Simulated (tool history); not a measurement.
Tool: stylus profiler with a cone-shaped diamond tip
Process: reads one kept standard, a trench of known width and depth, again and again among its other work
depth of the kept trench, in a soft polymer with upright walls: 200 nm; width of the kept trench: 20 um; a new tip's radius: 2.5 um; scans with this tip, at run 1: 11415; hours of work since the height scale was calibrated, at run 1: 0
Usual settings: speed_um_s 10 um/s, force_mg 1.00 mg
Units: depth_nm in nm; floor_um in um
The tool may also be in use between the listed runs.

run	hour	speed_um_s	force_mg	scans with this tip	hours of work since the height scale was calibrated	depth_nm	floor_um
1	0.0	10	1.00	11415	0	200.66	17.94
2	111.7	10	1.00	11940	50	200.60	17.92
3	209.4	31	1.00	12400	93	200.61	17.73
4	283.7	10	1.00	12750	126	200.65	17.94
5	390.6	10	1.00	13253	174	200.61	17.94
6	483.3	10	1.00	13689	215	200.64	17.94
7	583.8	9	1.00	14162	259	200.65	17.96
8	696.6	9	1.00	14692	309	200.63	17.94
9	764.7	10	1.00	15013	340	200.65	17.96
10	873.8	10	0.98	15526	388	200.63	17.97
11	989.5	10	0.43	16070	440	200.36	17.92
12	1079.7	10	0.43	16495	480	200.37	17.88
13	1131.6	10	0.43	16739	503	200.33	17.91
14	1183.9	10	0.43	16985	526	200.34	17.95
15	1272.8	10	0.43	17404	565	200.40	17.89
16	1345.3	10	2.12	17745	598	201.05	17.94
17	1407.3	10	2.01	18036	625	201.03	17.93
18	1462.9	9	0.39	18298	650	200.32	17.89
19	1538.4	21	1.25	18653	683	200.74	17.93
20	1647.0	21	1.25	19164	732	200.73	17.87
21	1763.1	2	0.60	19710	783	200.42	18.01
22	1860.4	21	0.82	20168	826	200.59	17.83
23	1951.8	21	0.82	20598	867	200.57	17.78
24	2039.3	17	1.00	21009	906	200.60	17.88
25	2162.3	17	1.00	21588	960	200.64	17.92
26	2226.5	10	1.38	21890	989	200.82	17.88
27	2315.1	3	0.46	22307	1028	200.37	18.01
# hour 2323.7: height scale calibrated on a step standard
28	2381.1	13	1.00	22615	25	200.67	17.86
29	2444.9	2	1.83	22916	54	200.96	18.02
30	2528.0	2	1.83	23307	91	200.91	17.99
# hour 2541.3: new tip fitted, height scale calibrated
31	2608.8	2	1.83	317	30	200.94	18.02
32	2725.2	7	0.76	865	82	200.54	17.96
33	2777.8	7	1.37	1112	105	200.76	17.98

5 ways to go on from here, each from the tool as it stands after run 33. What would each give?
A	2865.5	25	1.00	1525	144	?	?
B	2865.5	8	0.66	1525	144	?	?
C	2865.5	10	0.37	1525	144	?	?
D	2865.5	2	0.56	1525	144	?	?
E	2865.5	3	1.55	1525	144	?	?

run	depth_nm	floor_um
A	200.61	17.83
B	200.50	17.95
C	200.35	17.85
D	200.47	18.02
E	200.87	18.01
Without the tool's hidden state the same runs would have given:
run	depth_nm	floor_um
A	200.60	17.83
B	200.50	17.96
C	200.35	17.86
D	200.47	18.02
E	200.87	18.01
